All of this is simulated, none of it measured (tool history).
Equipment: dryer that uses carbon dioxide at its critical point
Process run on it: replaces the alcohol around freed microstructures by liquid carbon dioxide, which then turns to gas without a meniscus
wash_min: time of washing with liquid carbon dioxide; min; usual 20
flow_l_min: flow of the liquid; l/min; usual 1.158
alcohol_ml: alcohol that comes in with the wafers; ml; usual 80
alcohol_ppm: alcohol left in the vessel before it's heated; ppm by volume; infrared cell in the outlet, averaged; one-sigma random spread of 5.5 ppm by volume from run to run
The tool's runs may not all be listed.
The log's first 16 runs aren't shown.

run   hour  wash_min  flow_l_min  alcohol_ml  alcohol_ppm
 17  221.1        20       1.158          71          336
 18  234.9        20       1.158          71          337
 19  243.5        20       1.158          80          366
 20  257.3        20       1.158          80          365
 21  273.9        13       1.158          80         1305
 22  287.6        13       1.158          80         1325
 23  304.6        13       1.430          80          769
 24  313.8        20       0.880          80          893
 25  330.9        20       0.880          80          886
     349.1  -- inlet filter changed
 26  350.4        25       1.050          80          212
 27  365.9        14       0.950          95         1570
 28  382.7        22       0.910          23          236
 29  393.6        12       0.910          56         1509
 30  409.8        14       1.158          64          701
 31  421.0        20       1.158          24          192
 32  440.3        28       1.460         112          156
 33  457.2        28       1.460         112          155
 34  475.2        15       1.280          27          299
 35  485.1        15       0.940          45          836
 36  503.8        15       0.940          45          819
 37  520.9        21       1.310          23          186

Run 38 is up next; what results do you expect?
 38  535.8        18       1.310          33            ?

{"run 38": {"alcohol_ppm": 245}}
On a tool with no hidden condition, and with the same random variation, this run would have come out at alcohol_ppm 66 ppm by volume.
